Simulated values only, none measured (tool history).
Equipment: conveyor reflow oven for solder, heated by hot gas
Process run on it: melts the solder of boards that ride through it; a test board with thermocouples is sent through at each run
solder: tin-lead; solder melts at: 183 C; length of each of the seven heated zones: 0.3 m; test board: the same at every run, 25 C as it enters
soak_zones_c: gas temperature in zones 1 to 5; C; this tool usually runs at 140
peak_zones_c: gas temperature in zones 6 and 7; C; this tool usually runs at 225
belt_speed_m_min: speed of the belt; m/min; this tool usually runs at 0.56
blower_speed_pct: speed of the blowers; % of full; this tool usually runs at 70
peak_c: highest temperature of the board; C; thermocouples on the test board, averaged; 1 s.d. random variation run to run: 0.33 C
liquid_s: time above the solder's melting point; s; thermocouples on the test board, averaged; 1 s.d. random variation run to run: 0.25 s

run,hour,soak_zones_c,peak_zones_c,belt_speed_m_min,blower_speed_pct,peak_c,liquid_s
1,0,140,225,0.56,70,210.4,45.6
2,4.9,143,225,0.56,70,210.6,47
3,11.8,143,225,0.56,70,212.2,46.8
4,22.7,143,225,0.56,70,211.8,47.1
5,30.7,143,225,0.56,70,211.6,46.9
6,36.9,140,225,0.56,51,206.8,41.5
7,44.8,140,225,0.56,51,207,41.2
8,53.9,140,225,0.56,51,207.6,41.2
9,59.1,135,225,0.56,51,206.2,39
10,70.6,140,225,0.657,70,206.1,34.5
# hour 75.5: belt drive overhauled, speed set with a stopwatch
11,81.6,140,225,0.56,70,211.1,46
12,87.6,140,225,0.56,70,211.3,45.4
13,94.2,140,225,0.56,70,210.1,45.4
14,103.7,140,225,0.56,70,209.7,45.4
15,110.7,145,225,0.622,70,209,40.3
16,121.4,145,225,0.574,70,211.2,46.2
17,128.9,140,224,0.56,70,210.3,44.8
18,133.6,140,233,0.597,75,217,46.2
19,143.6,140,240,0.597,80,224,50.1
# hour 148.6: belt drive overhauled, speed set with a stopwatch, once more
20,154.5,140,240,0.597,80,223.2,49.3
21,159.5,126,225,0.56,68,207.8,37.8
# hour 168.6: flux residue cleaned out of gas plates and filters
22,174,151,233,0.554,61,219.1,54.5
23,184,151,233,0.554,61,218.8,54.1
24,188.7,133,225,0.56,59,208.3,40
25,193.4,133,225,0.56,59,207.9,40.1
26,204.4,140,222,0.559,72,209.4,43.4

Below are 3 alternative next runs, each starting from the tool's condition after run 26. Predict each:
A,211,140,229,0.638,74,?,?
B,211,140,218,0.533,70,?,?
C,211,140,225,0.65,56,?,?

run,peak_c,liquid_s
A,211.6,39.3
B,206.2,44
C,203.4,31.1
Without the tool's hidden state the same runs would have given:
run,peak_c,liquid_s
A,212.7,40
B,207.2,44.9
C,204.4,32
